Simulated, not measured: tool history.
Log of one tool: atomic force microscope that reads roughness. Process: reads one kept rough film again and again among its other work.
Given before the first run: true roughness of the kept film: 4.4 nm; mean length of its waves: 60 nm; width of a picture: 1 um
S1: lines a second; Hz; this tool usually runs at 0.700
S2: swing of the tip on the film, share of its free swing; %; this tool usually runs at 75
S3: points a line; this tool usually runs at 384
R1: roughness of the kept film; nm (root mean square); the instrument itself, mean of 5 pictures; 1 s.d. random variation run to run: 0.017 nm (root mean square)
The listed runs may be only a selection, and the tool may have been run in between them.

run   hour     S1  S2   S3     R1
  1    0.0  0.700  75  384  3.680
  2   10.4  0.700  75  384  3.673
  3   26.9  0.700  70  384  3.672
  4   37.6  0.700  70  384  3.660
  5   59.6  0.700  79  384  3.593
      61.6  -- new tip fitted
  6   75.5  0.700  79  384  4.088
  7   85.4  0.700  79  384  4.068
  8  100.6  0.700  75  384  4.098
  9  114.2  0.700  75  384  4.027
 10  125.6  0.700  75  384  4.005
 11  149.5  0.700  75  384  3.956
 12  169.0  1.371  73  932  3.888
 13  187.8  3.380  73  310  3.684
 14  203.9  3.380  73  310  3.673
 15  224.8  3.380  73  310  3.630
 16  248.3  3.380  73  310  3.588
 17  269.2  0.700  61  560  3.834
 18  283.6  0.700  61  560  3.807
 19  306.8  2.576  61  739  3.695
 20  317.0  0.700  75  483  3.713
 21  340.2  0.700  69  720  3.696

How would selected steps in R1 from run to run divide? Give the signed amount a tool lacking its hidden state would still show from settings, what came in and random variation, and the signed amount left for the hidden state, including any gauge scatter that is not in both of the compared results.
The hidden state here: radius of the tip, nm; height scale over the true one, %; drift of the gauge itself on roughness_nm, %.
Run 5 -> 6: new tip fitted. R1 +0.495 nm (root mean square): hidden state +0.493, all else +0.002.
Run 16 -> 17: S1 3.380 -> 0.700, S2 73 -> 61, S3 310 -> 560. R1 +0.246 nm (root mean square): hidden state -0.056, all else +0.302.
